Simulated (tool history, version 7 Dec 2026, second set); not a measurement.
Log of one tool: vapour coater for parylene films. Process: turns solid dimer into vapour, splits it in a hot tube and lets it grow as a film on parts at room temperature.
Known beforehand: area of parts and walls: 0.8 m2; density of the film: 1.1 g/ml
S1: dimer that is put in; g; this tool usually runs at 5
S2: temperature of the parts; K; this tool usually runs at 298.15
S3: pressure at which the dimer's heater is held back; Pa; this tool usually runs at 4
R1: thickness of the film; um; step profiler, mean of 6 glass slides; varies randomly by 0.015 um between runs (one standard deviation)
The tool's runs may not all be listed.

Run 1, hour 0: usual settings. Result: R1 3.26 um.
Run 2, hour 69.4: usual settings. Result: R1 3.25 um.
Run 3, hour 126.8: usual settings but S3 10.54 Pa. Result: R1 2.56 um.
Run 4, hour 207.2: usual settings but S3 11.58 Pa. Result: R1 2.48 um.
Run 5, hour 276.7: usual settings but S3 11.58 Pa. Result: R1 2.47 um.
At hour 361.3: trap's valve overhauled.
Run 6, hour 361.3: usual settings but S3 3.81 Pa. Result: R1 3.16 um.
Run 7, hour 417: usual settings but S3 3.81 Pa. Result: R1 3.11 um.
Run 8, hour 451.3: usual settings but S3 3.81 Pa. Result: R1 3.11 um.
Run 9, hour 529.4: usual settings. Result: R1 3.05 um.
At hour 547.9: trap's valve overhauled, once more.
Run 10, hour 588.9: usual settings. Result: R1 3.3 um.
Run 11, hour 655.1: usual settings but S2 293.15 K. Result: R1 3.95 um.
Run 12, hour 731.1: usual settings but S2 293.15 K. Result: R1 3.91 um.
Run 13, hour 804.2: usual settings but S2 293.15 K. Result: R1 3.9 um.
Run 14, hour 856.6: usual settings but S2 293.15 K. Result: R1 3.89 um.
Run 15, hour 921.2: usual settings but S2 304.15 K. Result: R1 2.6 um.
Run 16, hour 961.6: usual settings but S3 9.53 Pa. Result: R1 2.59 um.
At hour 998.4: trap's valve overhauled.
Run 17, hour 1027.6: usual settings but S1 7 g, S3 9.53 Pa. Result: R1 3.76 um.
Run 18, hour 1104: usual settings. Result: R1 3.33 um.
Run 19, hour 1152.2: usual settings. Result: R1 3.28 um.
Run 20, hour 1192.9: usual settings. Result: R1 3.3 um.
At hour 1250.5: table's thermometer calibrated.
Run 21, hour 1261.1: usual settings. Result: R1 3.22 um.

For run 22, what comes out?
Run 22, hour 1335: usual settings but S2 306.15 K. Result: R1 ?.

Run 22 came out at R1 2.38 um.
With no hidden state in the tool, this same run would have given R1 2.46 um.

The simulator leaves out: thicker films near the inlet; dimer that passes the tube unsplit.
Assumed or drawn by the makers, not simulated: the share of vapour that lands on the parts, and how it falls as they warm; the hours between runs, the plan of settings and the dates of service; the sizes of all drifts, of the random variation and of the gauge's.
